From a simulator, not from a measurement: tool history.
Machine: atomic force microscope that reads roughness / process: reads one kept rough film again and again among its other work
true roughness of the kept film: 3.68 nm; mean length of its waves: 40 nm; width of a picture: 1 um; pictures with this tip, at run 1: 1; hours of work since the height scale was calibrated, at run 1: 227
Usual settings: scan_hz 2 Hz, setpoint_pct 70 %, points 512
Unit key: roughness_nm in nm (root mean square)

| run | day | scan_hz | setpoint_pct | points | pictures with this tip | hours of work since the height scale was calibrated | roughness_nm |
|---|---|---|---|---|---|---|---|
| 1 | 0 | 2 | 70 | 512 | 1 | 227 | 3.232 |
| 2 | 0.462 | 2 | 70 | 508 | 19 | 233 | 3.039 |
| 3 | 1.004 | 2 | 70 | 508 | 41 | 241 | 2.843 |
| 4 | 1.383 | 2 | 90 | 508 | 56 | 246 | 2.453 |
|  | 1.521 | new tip fitted |
| 5 | 1.658 | 2 | 90 | 508 | 5 | 249 | 2.868 |
| 6 | 2.012 | 2 | 90 | 508 | 20 | 254 | 2.73 |
| 7 | 2.438 | 2 | 90 | 508 | 37 | 260 | 2.597 |
| 8 | 2.829 | 2 | 90 | 508 | 52 | 265 | 2.475 |
|  | 3.079 | new tip fitted |
| 9 | 3.312 | 2 | 77 | 512 | 10 | 272 | 3.063 |
| 10 | 3.733 | 2 | 77 | 718 | 27 | 277 | 2.91 |
| 11 | 4.15 | 2 | 77 | 718 | 43 | 283 | 2.77 |
|  | 4.612 | new tip fitted |
| 12 | 4.667 | 2 | 77 | 718 | 2 | 290 | 3.118 |
| 13 | 5.117 | 2 | 77 | 441 | 20 | 296 | 2.968 |
| 14 | 5.667 | 2 | 77 | 441 | 42 | 304 | 2.732 |
| 15 | 6.038 | 2 | 70 | 512 | 57 | 309 | 2.714 |
|  | 6.167 | new tip fitted |
| 16 | 6.55 | 2 | 70 | 512 | 15 | 315 | 3.066 |
| 17 | 7.088 | 2 | 70 | 512 | 37 | 323 | 2.909 |
| 18 | 7.346 | 2 | 70 | 512 | 47 | 326 | 2.839 |
|  | 7.738 | new tip fitted |
| 19 | 7.771 | 0.56 | 70 | 461 | 2 | 332 | 3.36 |
| 20 | 8.192 | 1.1 | 63 | 996 | 18 | 338 | 3.184 |
| 21 | 8.658 | 1.1 | 63 | 996 | 37 | 344 | 2.983 |
| 22 | 9.029 | 0.69 | 63 | 295 | 52 | 349 | 2.894 |
|  | 9.267 | new tip fitted |
| 23 | 9.304 | 0.69 | 63 | 295 | 1 | 353 | 3.371 |
|  | 9.371 | height scale calibrated on a step standard |
| 24 | 9.725 | 0.69 | 67 | 295 | 16 | 5 | 3.223 |
| 25 | 10.242 | 1.78 | 71 | 512 | 37 | 12 | 2.934 |
| 26 | 10.746 | 0.54 | 70 | 512 | 57 | 19 | 2.881 |
|  | 10.875 | new tip fitted |
|  | 11.288 | height scale calibrated on a step standard, once more |
| 27 | 11.388 | 2 | 60 | 387 | 19 | 1 | 3.12 |
| 28 | 11.908 | 1.47 | 70 | 406 | 40 | 8 | 2.91 |
| 29 | 12.371 | 1.47 | 80 | 406 | 58 | 15 | 2.664 |
|  | 12.446 | new tip fitted |
| 30 | 12.946 | 0.58 | 64 | 512 | 20 | 22 | 3.208 |
| 31 | 13.296 | 0.58 | 64 | 512 | 34 | 27 | 3.112 |
| 32 | 13.788 | 2 | 61 | 772 | 53 | 34 | 2.835 |
|  | 14.029 | new tip fitted |
| 33 | 14.312 | 2 | 61 | 772 | 11 | 41 | 3.187 |
| 34 | 14.754 | 2 | 61 | 772 | 29 | 47 | 3.032 |
| 35 | 15.1 | 1.13 | 66 | 450 | 43 | 52 | 2.931 |

Take each entry between the runs: how does the hidden state at the last listed run before it differ from the hidden state at the first listed run after it?
Run 4 -> run 5: new tip fitted (day 1.521)
  radius of the tip, nm: 29.6 -> 9.2; height scale over the true one, %: 0.32 -> 0.33
  measured minus no-state result, roughness_nm: -0.463 -> -0.045 nm (root mean square)
Run 8 -> run 9: new tip fitted (day 3.079)
  radius of the tip, nm: 27.4 -> 10.6
  measured minus no-state result, roughness_nm: -0.419 -> -0.085 nm (root mean square)
Run 11 -> run 12: new tip fitted (day 4.612)
  radius of the tip, nm: 23.1 -> 8.3; height scale over the true one, %: 0.37 -> 0.38
  measured minus no-state result, roughness_nm: -0.37 -> -0.022 nm (root mean square)
Run 15 -> run 16: new tip fitted (day 6.167)
  radius of the tip, nm: 29.4 -> 12.8
  measured minus no-state result, roughness_nm: -0.505 -> -0.138 nm (root mean square)
Run 18 -> run 19: new tip fitted (day 7.738)
  radius of the tip, nm: 24.6 -> 8.2
  measured minus no-state result, roughness_nm: -0.413 -> -0.019 nm (root mean square)
Run 22 -> run 23: new tip fitted (day 9.267)
  radius of the tip, nm: 28.1 -> 7.5; height scale over the true one, %: 0.44 -> 0.45
  measured minus no-state result, roughness_nm: -0.508 -> +0.001 nm (root mean square)
Run 23 -> run 24: height scale calibrated on a step standard (day 9.371)
  radius of the tip, nm: 7.5 -> 12.9; height scale over the true one, %: 0.45 -> 0.53
  measured minus no-state result, roughness_nm: +0.001 -> -0.144 nm (root mean square)
Run 26 -> run 27: new tip fitted (day 10.875); height scale calibrated on a step standard, once more (day 11.288)
  radius of the tip, nm: 28.2 -> 14.5; height scale over the true one, %: 0.55 -> 0.03
  measured minus no-state result, roughness_nm: -0.504 -> -0.198 nm (root mean square)
Run 29 -> run 30: new tip fitted (day 12.446)
  radius of the tip, nm: 29.2 -> 14.2; height scale over the true one, %: 0.05 -> 0.06
  measured minus no-state result, roughness_nm: -0.505 -> -0.195 nm (root mean square)
Run 32 -> run 33: new tip fitted (day 14.029)
  radius of the tip, nm: 26.7 -> 11.6; height scale over the true one, %: 0.07 -> 0.08
  measured minus no-state result, roughness_nm: -0.474 -> -0.122 nm (root mean square)
